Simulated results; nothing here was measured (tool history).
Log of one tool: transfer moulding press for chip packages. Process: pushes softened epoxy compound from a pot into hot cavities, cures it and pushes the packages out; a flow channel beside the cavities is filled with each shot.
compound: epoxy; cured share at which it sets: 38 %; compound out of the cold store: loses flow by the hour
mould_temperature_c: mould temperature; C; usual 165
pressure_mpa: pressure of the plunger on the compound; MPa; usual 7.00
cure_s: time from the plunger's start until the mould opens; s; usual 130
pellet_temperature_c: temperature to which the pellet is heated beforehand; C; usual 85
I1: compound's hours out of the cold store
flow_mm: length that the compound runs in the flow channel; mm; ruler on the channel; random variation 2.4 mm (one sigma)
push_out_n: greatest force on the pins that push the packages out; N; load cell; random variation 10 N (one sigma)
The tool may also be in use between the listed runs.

Run 1, hour 0.0: usual settings; I1 46.3. Result: flow_mm 702 mm, push_out_n 699 N.
Run 2, hour 18.6: usual settings; I1 23.8. Result: flow_mm 734 mm, push_out_n 710 N.
At hour 30.2: cavities cleaned with cleaning compound and waxed.
Run 3, hour 45.7: usual settings; I1 8.4. Result: flow_mm 756 mm, push_out_n 913 N.
Run 4, hour 71.2: usual settings; I1 33.7. Result: flow_mm 717 mm, push_out_n 866 N.
At hour 73.8: cavities cleaned with cleaning compound and waxed, once more.
Run 5, hour 91.8: usual settings; I1 16.6. Result: flow_mm 737 mm, push_out_n 554 N.
Run 6, hour 109.7: usual settings but cure_s 118 s; I1 43.7. Result: flow_mm 698 mm, push_out_n 656 N.
Run 7, hour 130.2: usual settings but cure_s 118 s; I1 21.0. Result: flow_mm 730 mm, push_out_n 712 N.
Run 8, hour 151.9: usual settings but cure_s 118 s; I1 9.9. Result: flow_mm 748 mm, push_out_n 790 N.
Run 9, hour 173.4: usual settings but cure_s 118 s; I1 31.4. Result: flow_mm 714 mm, push_out_n 790 N.
Run 10, hour 192.4: usual settings but cure_s 118 s; I1 9.0. Result: flow_mm 744 mm, push_out_n 785 N.
Run 11, hour 208.7: usual settings but cure_s 118 s; I1 19.8. Result: flow_mm 727 mm, push_out_n 826 N.
At hour 221.5: cavities cleaned with cleaning compound and waxed.
Run 12, hour 229.2: usual settings but cure_s 118 s; I1 18.7. Result: flow_mm 726 mm, push_out_n 599 N.
Run 13, hour 249.8: usual settings but pressure_mpa 7.92 MPa; I1 9.4. Result: flow_mm 790 mm, push_out_n 603 N.
Run 14, hour 266.5: usual settings but pressure_mpa 7.92 MPa; I1 47.9. Result: flow_mm 724 mm, push_out_n 589 N.
At hour 278.0: plunger's sealing rings changed.
Run 15, hour 280.8: usual settings; I1 21.4. Result: flow_mm 747 mm, push_out_n 648 N.
Run 16, hour 292.4: usual settings but pressure_mpa 6.98 MPa, pellet_temperature_c 82 C; I1 10.8. Result: flow_mm 765 mm, push_out_n 684 N.
Run 17, hour 309.7: usual settings but cure_s 129 s, pellet_temperature_c 84 C; I1 15.9. Result: flow_mm 758 mm, push_out_n 689 N.
Run 18, hour 335.4: usual settings but pressure_mpa 5.33 MPa, cure_s 125 s; I1 47.4. Result: flow_mm 616 mm, push_out_n 735 N.
Run 19, hour 348.3: usual settings but pressure_mpa 5.65 MPa, cure_s 125 s; I1 22.2. Result: flow_mm 668 mm, push_out_n 746 N.
Run 20, hour 360.6: usual settings but mould_temperature_c 158 C, pressure_mpa 7.49 MPa, cure_s 167 s; I1 44.6. Result: flow_mm 757 mm, push_out_n 717 N.
At hour 371.5: cavities cleaned with cleaning compound and waxed.
Run 21, hour 386.1: usual settings but mould_temperature_c 163 C, pressure_mpa 7.72 MPa, pellet_temperature_c 95 C; I1 17.5. Result: flow_mm 796 mm, push_out_n 599 N.
Run 22, hour 412.1: usual settings but mould_temperature_c 157 C, pellet_temperature_c 83 C; I1 46.3. Result: flow_mm 726 mm, push_out_n 984 N.
Run 23, hour 428.2: usual settings but mould_temperature_c 157 C, pellet_temperature_c 83 C; I1 37.9. Result: flow_mm 742 mm, push_out_n 1055 N.
Run 24, hour 442.9: usual settings but mould_temperature_c 171 C, pressure_mpa 7.79 MPa; I1 26.8. Result: flow_mm 756 mm, push_out_n 594 N.
Run 25, hour 467.6: usual settings but mould_temperature_c 171 C, pressure_mpa 7.79 MPa; I1 34.2. Result: flow_mm 741 mm, push_out_n 629 N.
Run 26, hour 490.4: usual settings but mould_temperature_c 172 C, pressure_mpa 5.53 MPa, cure_s 151 s, pellet_temperature_c 82 C; I1 43.0. Result: flow_mm 610 mm, push_out_n 626 N.
Run 27, hour 507.5: usual settings but mould_temperature_c 172 C, pressure_mpa 5.53 MPa, cure_s 151 s, pellet_temperature_c 82 C; I1 37.7. Result: flow_mm 615 mm, push_out_n 677 N.
At hour 518.6: cavities cleaned with cleaning compound and waxed.
Run 28, hour 523.8: usual settings but mould_temperature_c 172 C, pressure_mpa 5.53 MPa, cure_s 151 s, pellet_temperature_c 82 C; I1 11.2. Result: flow_mm 643 mm, push_out_n 440 N.
Run 29, hour 548.1: usual settings but mould_temperature_c 167 C, pressure_mpa 6.68 MPa, cure_s 151 s, pellet_temperature_c 82 C; I1 9.1. Result: flow_mm 728 mm, push_out_n 516 N.
Run 30, hour 565.2: usual settings but mould_temperature_c 167 C, pressure_mpa 6.68 MPa, cure_s 151 s, pellet_temperature_c 82 C; I1 40.2. Result: flow_mm 682 mm, push_out_n 560 N.

Forecast each of these 3 alternatives for the next run:
Run A, hour 586.3: usual settings but mould_temperature_c 168 C, pressure_mpa 6.68 MPa, cure_s 162 s, pellet_temperature_c 91 C; I1 15.4. Result: flow_mm ?, push_out_n ?.
Run B, hour 586.3: usual settings but cure_s 125 s; I1 39.0. Result: flow_mm ?, push_out_n ?.
Run C, hour 586.3: usual settings but mould_temperature_c 160 C, cure_s 120 s; I1 39.4. Result: flow_mm ?, push_out_n ?.

run  flow_mm  push_out_n
  A      713         606
  B      702         662
  C      718        1006
Without the tool's hidden state the same runs would have given:
run  flow_mm  push_out_n
  A      734         443
  B      723         466
  C      739         681

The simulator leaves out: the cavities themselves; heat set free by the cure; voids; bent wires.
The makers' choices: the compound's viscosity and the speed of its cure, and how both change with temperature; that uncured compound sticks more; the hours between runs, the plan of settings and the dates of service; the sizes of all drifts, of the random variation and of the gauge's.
